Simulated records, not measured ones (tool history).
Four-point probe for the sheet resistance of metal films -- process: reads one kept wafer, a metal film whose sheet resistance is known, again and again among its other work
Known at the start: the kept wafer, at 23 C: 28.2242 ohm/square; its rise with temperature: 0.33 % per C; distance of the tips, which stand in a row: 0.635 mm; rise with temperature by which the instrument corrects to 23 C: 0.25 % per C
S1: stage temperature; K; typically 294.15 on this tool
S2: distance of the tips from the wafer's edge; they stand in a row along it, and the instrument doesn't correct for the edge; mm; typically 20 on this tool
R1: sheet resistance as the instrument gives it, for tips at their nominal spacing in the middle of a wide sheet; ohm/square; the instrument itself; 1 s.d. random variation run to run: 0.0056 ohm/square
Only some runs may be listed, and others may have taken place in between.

run,hour,S1,S2,R1
1,0.0,294.15,20,28.179989
2,22.6,294.15,49,28.161720
3,48.0,294.15,49,28.164905
4,71.6,294.15,20,28.178817
5,89.8,294.15,20,28.167036
6,107.9,294.15,20,28.169797
7,124.2,294.15,20,28.167394
8,154.4,294.15,20,28.159051
9,173.8,294.15,9,28.227712
10,189.3,294.15,9,28.220249
11,219.9,294.15,31,28.158707
12,250.8,294.15,31,28.152862
13,269.1,294.15,31,28.149935
# hour 281.0: stage's thermometer calibrated
14,298.6,294.15,31,28.204081
15,317.1,294.15,31,28.199403
16,336.7,294.15,31,28.192580
17,359.6,294.15,31,28.201151
18,374.5,294.15,31,28.193624
19,390.1,294.15,31,28.196362
20,406.7,294.15,31,28.204499
21,424.4,294.15,31,28.193959
22,439.6,294.15,31,28.204246
23,462.8,294.15,9,28.267278
24,490.2,294.15,9,28.270092
25,510.2,294.15,9,28.270225
26,534.3,294.15,9,28.270573
27,555.5,308.15,12,28.499780
28,584.0,306.15,4,28.805576
29,609.1,306.15,4,28.810956
30,622.0,306.15,5,28.671468
31,640.6,306.15,5,28.660883
32,670.6,301.15,49,28.314247
33,690.4,304.15,18,28.396255
34,707.7,307.15,4,28.816392
35,727.6,307.15,4,28.806574
36,743.1,307.15,4,28.815072
37,767.1,307.15,4,28.809476
38,786.4,307.15,4,28.809893
39,802.6,294.15,5,28.419584
40,831.4,294.15,5,28.417735
41,849.7,306.15,41,28.409280
42,867.0,304.15,51,28.367074
43,897.3,304.15,51,28.368694
44,927.5,304.15,24,28.368200
45,953.3,304.15,24,28.376049

Here are 4 independent what-if runs from the current tool condition. What would each one return?
A,973.5,302.15,8,?
B,973.5,299.15,5,?
C,973.5,306.15,20,?
D,973.5,304.15,34,?

run,R1
A,28.425366
B,28.502861
C,28.421925
D,28.373328
Without the tool's hidden state the same runs would have given:
run,R1
A,28.442753
B,28.520477
C,28.439076
D,28.390566
